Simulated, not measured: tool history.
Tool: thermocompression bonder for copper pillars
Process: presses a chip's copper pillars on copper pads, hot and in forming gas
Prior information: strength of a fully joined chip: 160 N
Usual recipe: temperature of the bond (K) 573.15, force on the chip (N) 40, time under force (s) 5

run,hour,temperature of the bond (K),force on the chip (N),time under force (s),force that shears a chip off (N)
1,0.0,573.15,40,5,62.4
2,29.9,573.15,40,5,59.0
# hour 36.6: forming gas filter changed
3,51.2,573.15,40,5,67.8
4,83.6,573.15,40,5,67.5
5,104.6,573.15,40,5,67.2
6,132.2,573.15,40,5,67.3
7,164.0,573.15,40,5,67.0
8,194.5,573.15,33,5,56.7
9,214.2,573.15,26,5,44.3
10,246.1,573.15,26,5,44.1
11,286.2,573.15,58,5,85.4
12,310.3,573.15,58,5,80.9
13,345.4,573.15,58,5,85.2
14,378.0,573.15,58,5,81.5
15,413.7,573.15,58,5,82.1
16,438.4,563.15,50,11,84.2
17,476.5,563.15,50,11,83.5
18,512.3,563.15,50,11,81.9
19,540.9,579.15,49,11,93.7
# hour 546.9: heater calibrated with a thermocouple chip
# hour 553.4: forming gas filter changed
20,566.9,579.15,49,11,102.2
21,589.0,570.15,40,9,76.4
22,612.1,591.15,56,9,118.8
23,637.0,591.15,56,9,116.3
24,657.1,573.15,40,4,56.9
25,692.8,595.15,40,4,76.3
# hour 711.6: heater calibrated with a thermocouple chip, once more
26,735.5,595.15,44,5,94.8
27,766.5,573.15,40,10,90.0
28,804.4,573.15,40,10,88.1

Branching from run 28: 5 alternative next runs. What would each branch give?
A,843.1,560.15,31,12,?
B,843.1,573.15,40,3,?
C,843.1,583.15,32,8,?
D,843.1,573.15,35,6,?
E,843.1,573.15,40,5,?

run,force that shears a chip off (N)
A,67.5
B,58.8
C,78.2
D,67.1
E,70.7
Had the tool no hidden state, the same runs would have come out as:
run,force that shears a chip off (N)
A,68.8
B,59.8
C,80.0
D,68.4
E,72.1

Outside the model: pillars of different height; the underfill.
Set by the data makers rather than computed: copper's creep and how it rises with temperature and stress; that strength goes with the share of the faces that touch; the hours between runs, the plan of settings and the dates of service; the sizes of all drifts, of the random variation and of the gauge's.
